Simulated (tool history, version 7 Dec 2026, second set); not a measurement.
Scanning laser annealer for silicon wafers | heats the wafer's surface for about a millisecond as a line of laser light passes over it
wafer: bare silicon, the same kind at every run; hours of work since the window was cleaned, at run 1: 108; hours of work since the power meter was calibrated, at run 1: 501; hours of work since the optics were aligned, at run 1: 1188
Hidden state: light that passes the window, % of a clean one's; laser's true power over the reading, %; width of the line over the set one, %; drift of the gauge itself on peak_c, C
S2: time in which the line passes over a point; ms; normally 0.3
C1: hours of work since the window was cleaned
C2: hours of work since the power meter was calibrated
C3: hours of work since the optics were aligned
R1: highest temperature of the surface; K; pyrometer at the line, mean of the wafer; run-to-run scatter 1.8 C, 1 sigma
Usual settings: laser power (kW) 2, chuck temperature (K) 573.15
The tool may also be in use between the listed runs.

{"run": 1, "hour": 0.0, "laser power (kW)": 2, "S2": 0.3, "chuck temperature (K)": 573.15, "C1": 108, "C2": 501, "C3": 1188, "R1": 1305.15}
{"hour": 21.6, "done": "optics aligned, line set to its width"}
{"run": 2, "hour": 32.6, "laser power (kW)": 2, "S2": 0.3, "chuck temperature (K)": 573.15, "C1": 126, "C2": 518, "C3": 7, "R1": 1310.15}
{"run": 3, "hour": 60.7, "laser power (kW)": 2, "S2": 0.3, "chuck temperature (K)": 573.15, "C1": 144, "C2": 536, "C3": 25, "R1": 1307.15}
{"run": 4, "hour": 111.1, "laser power (kW)": 2, "S2": 0.3, "chuck temperature (K)": 573.15, "C1": 176, "C2": 568, "C3": 57, "R1": 1302.15}
{"run": 5, "hour": 143.1, "laser power (kW)": 2, "S2": 0.3, "chuck temperature (K)": 547.15, "C1": 196, "C2": 589, "C3": 78, "R1": 1273.15}
{"run": 6, "hour": 174.4, "laser power (kW)": 2, "S2": 0.3, "chuck temperature (K)": 547.15, "C1": 216, "C2": 609, "C3": 98, "R1": 1274.15}
{"run": 7, "hour": 223.0, "laser power (kW)": 2, "S2": 0.3, "chuck temperature (K)": 547.15, "C1": 248, "C2": 640, "C3": 129, "R1": 1269.15}
{"run": 8, "hour": 279.0, "laser power (kW)": 2, "S2": 0.3, "chuck temperature (K)": 547.15, "C1": 283, "C2": 676, "C3": 164, "R1": 1270.15}
{"run": 9, "hour": 337.2, "laser power (kW)": 2, "S2": 0.3, "chuck temperature (K)": 555.15, "C1": 320, "C2": 713, "C3": 202, "R1": 1277.15}
{"run": 10, "hour": 366.3, "laser power (kW)": 2, "S2": 0.232, "chuck temperature (K)": 573.15, "C1": 339, "C2": 731, "C3": 220, "R1": 1202.15}
{"hour": 404.5, "done": "window over the wafer cleaned"}
{"run": 11, "hour": 406.7, "laser power (kW)": 2, "S2": 0.232, "chuck temperature (K)": 573.15, "C1": 1, "C2": 756, "C3": 245, "R1": 1226.15}
{"run": 12, "hour": 459.1, "laser power (kW)": 2, "S2": 0.232, "chuck temperature (K)": 573.15, "C1": 35, "C2": 789, "C3": 278, "R1": 1225.15}
{"run": 13, "hour": 498.2, "laser power (kW)": 2, "S2": 0.232, "chuck temperature (K)": 573.15, "C1": 60, "C2": 814, "C3": 303, "R1": 1222.15}
{"run": 14, "hour": 549.3, "laser power (kW)": 2, "S2": 0.232, "chuck temperature (K)": 573.15, "C1": 93, "C2": 847, "C3": 336, "R1": 1223.15}
{"run": 15, "hour": 596.2, "laser power (kW)": 2.068, "S2": 0.228, "chuck temperature (K)": 573.15, "C1": 123, "C2": 877, "C3": 366, "R1": 1238.15}
{"run": 16, "hour": 627.4, "laser power (kW)": 2, "S2": 0.3, "chuck temperature (K)": 604.15, "C1": 142, "C2": 897, "C3": 386, "R1": 1339.15}
{"run": 17, "hour": 665.4, "laser power (kW)": 2, "S2": 0.254, "chuck temperature (K)": 573.15, "C1": 167, "C2": 921, "C3": 410, "R1": 1244.15}
{"run": 18, "hour": 718.1, "laser power (kW)": 2.049, "S2": 0.294, "chuck temperature (K)": 549.15, "C1": 200, "C2": 955, "C3": 444, "R1": 1292.15}
{"run": 19, "hour": 742.0, "laser power (kW)": 1.849, "S2": 0.363, "chuck temperature (K)": 579.15, "C1": 216, "C2": 970, "C3": 459, "R1": 1310.15}
{"run": 20, "hour": 772.4, "laser power (kW)": 1.849, "S2": 0.363, "chuck temperature (K)": 579.15, "C1": 235, "C2": 990, "C3": 478, "R1": 1309.15}
{"run": 21, "hour": 801.1, "laser power (kW)": 1.849, "S2": 0.363, "chuck temperature (K)": 579.15, "C1": 253, "C2": 1008, "C3": 497, "R1": 1306.15}

Branching from run 21: 5 alternative next runs. What would each branch give?
{"run": "A", "hour": 847.5, "laser power (kW)": 2.002, "S2": 0.324, "chuck temperature (K)": 602.15, "C1": 283, "C2": 1038, "C3": 527, "R1": "?"}
{"run": "B", "hour": 847.5, "laser power (kW)": 2, "S2": 0.326, "chuck temperature (K)": 533.15, "C1": 283, "C2": 1038, "C3": 527, "R1": "?"}
{"run": "C", "hour": 847.5, "laser power (kW)": 2.079, "S2": 0.276, "chuck temperature (K)": 551.15, "C1": 283, "C2": 1038, "C3": 527, "R1": "?"}
{"run": "D", "hour": 847.5, "laser power (kW)": 2.013, "S2": 0.268, "chuck temperature (K)": 548.15, "C1": 283, "C2": 1038, "C3": 527, "R1": "?"}
{"run": "E", "hour": 847.5, "laser power (kW)": 2.107, "S2": 0.3, "chuck temperature (K)": 539.15, "C1": 283, "C2": 1038, "C3": 527, "R1": "?"}

run=A R1=1354.15
run=B R1=1283.15
run=C R1=1277.15
run=D R1=1239.15
run=E R1=1304.15
With no hidden state in the tool, these same runs would have given:
run=A R1=1379.15
run=B R1=1307.15
run=C R1=1301.15
run=D R1=1261.15
run=E R1=1330.15
